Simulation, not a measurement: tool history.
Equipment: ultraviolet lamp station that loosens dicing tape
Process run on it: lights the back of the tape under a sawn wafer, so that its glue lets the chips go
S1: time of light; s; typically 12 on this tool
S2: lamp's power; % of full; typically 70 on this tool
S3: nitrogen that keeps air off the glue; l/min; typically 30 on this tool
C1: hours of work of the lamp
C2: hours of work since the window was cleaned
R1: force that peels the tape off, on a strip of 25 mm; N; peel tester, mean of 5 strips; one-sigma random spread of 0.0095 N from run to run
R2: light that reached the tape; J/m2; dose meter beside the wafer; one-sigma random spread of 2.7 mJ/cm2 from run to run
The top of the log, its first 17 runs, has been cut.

run,hour,S1,S2,S3,C1,C2,R1,R2
18,1004.2,9,70,30,654,219,0.761,2610
19,1049.6,9,70,30,681,245,0.78,2630
20,1098.7,12,70,29,709,274,0.421,3520
21,1134,12,70,30,730,294,0.422,3470
22,1210.2,12,70,45,774,338,0.308,3480
23,1252.4,7,69,48,799,363,0.95,1990
# hour 1290.2: lamp changed
24,1305.6,22,70,15,9,393,0.191,6430
25,1342.7,22,70,15,31,415,0.186,6360
26,1397.8,22,79,10,63,447,0.196,7220
27,1453.1,15,64,20,95,479,0.425,4000
28,1523.8,12,93,20,136,520,0.285,4610
29,1562.7,12,93,20,159,543,0.296,4650
30,1616.7,10,67,30,190,575,0.68,2780
# hour 1639.2: window cleaned of glue's vapour
31,1672,10,67,30,222,19,0.694,2790
32,1743.8,10,67,30,264,61,0.649,2820
33,1798,10,88,31,295,92,0.342,3660
34,1846.8,18,83,30,324,121,0.142,6300
35,1924.5,11,70,14,369,166,0.872,3170
36,1978.8,7,61,30,401,198,1.538,1770
37,2042,7,61,30,437,234,1.531,1730

Expected results for the next run?
38,2082.1,14,70,30,461,258,?,?

R1: 0.286 N
R2: 4050 J/m2
With no hidden state in the tool, this same run would have given R1 0.285 N, R2 4060 J/m2.

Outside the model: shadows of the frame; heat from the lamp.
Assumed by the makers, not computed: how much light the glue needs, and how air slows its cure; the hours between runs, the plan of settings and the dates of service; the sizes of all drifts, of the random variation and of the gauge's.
